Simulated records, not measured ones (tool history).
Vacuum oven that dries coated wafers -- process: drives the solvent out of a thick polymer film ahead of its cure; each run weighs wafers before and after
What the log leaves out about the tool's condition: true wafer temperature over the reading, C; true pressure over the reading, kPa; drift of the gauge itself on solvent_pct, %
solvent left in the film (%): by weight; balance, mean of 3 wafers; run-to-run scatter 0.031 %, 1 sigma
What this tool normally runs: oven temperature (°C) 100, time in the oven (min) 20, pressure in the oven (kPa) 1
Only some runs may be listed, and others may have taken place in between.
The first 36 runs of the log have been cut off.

| run | hour | oven temperature (°C) | time in the oven (min) | pressure in the oven (kPa) | hours of work since the thermocouples were calibrated | hours of work since the vacuum gauge was cleaned of residue | solvent left in the film (%) |
|---|---|---|---|---|---|---|---|
|  | 340.8 | oven's thermocouples calibrated |
| 37 | 343 | 86 | 26 | 1.94 | 2 | 141 | 5.65 |
| 38 | 355.3 | 87 | 20 | 1 | 11 | 150 | 5.83 |
| 39 | 367.7 | 100 | 23 | 1.91 | 21 | 160 | 2.52 |
| 40 | 377.2 | 86 | 11 | 0.52 | 28 | 167 | 7.59 |
| 41 | 389.6 | 86 | 11 | 0.52 | 38 | 177 | 7.52 |
| 42 | 399.2 | 98 | 17 | 0.86 | 45 | 184 | 3.68 |
| 43 | 408.4 | 103 | 17 | 2.48 | 52 | 191 | 2.93 |
| 44 | 414.9 | 103 | 17 | 2.48 | 57 | 196 | 2.96 |

Forecast each of these 5 alternatives for the next run:
| A | 426.4 | 95 | 17 | 2.48 | 66 | 205 | ? |
| B | 426.4 | 86 | 14 | 0.83 | 66 | 205 | ? |
| C | 426.4 | 92 | 16 | 1.65 | 66 | 205 | ? |
| D | 426.4 | 103 | 34 | 2.48 | 66 | 205 | ? |
| E | 426.4 | 97 | 17 | 0.52 | 66 | 205 | ? |

| run | solvent left in the film (%) |
|---|---|
| A | 4.97 |
| B | 7.06 |
| C | 5.63 |
| D | 1.32 |
| E | 3.8 |
With the hidden condition removed and each run's random variation left untouched, the same runs would have given:
| run | solvent left in the film (%) |
|---|---|
| A | 4.92 |
| B | 7.02 |
| C | 5.58 |
| D | 1.29 |
| E | 3.75 |

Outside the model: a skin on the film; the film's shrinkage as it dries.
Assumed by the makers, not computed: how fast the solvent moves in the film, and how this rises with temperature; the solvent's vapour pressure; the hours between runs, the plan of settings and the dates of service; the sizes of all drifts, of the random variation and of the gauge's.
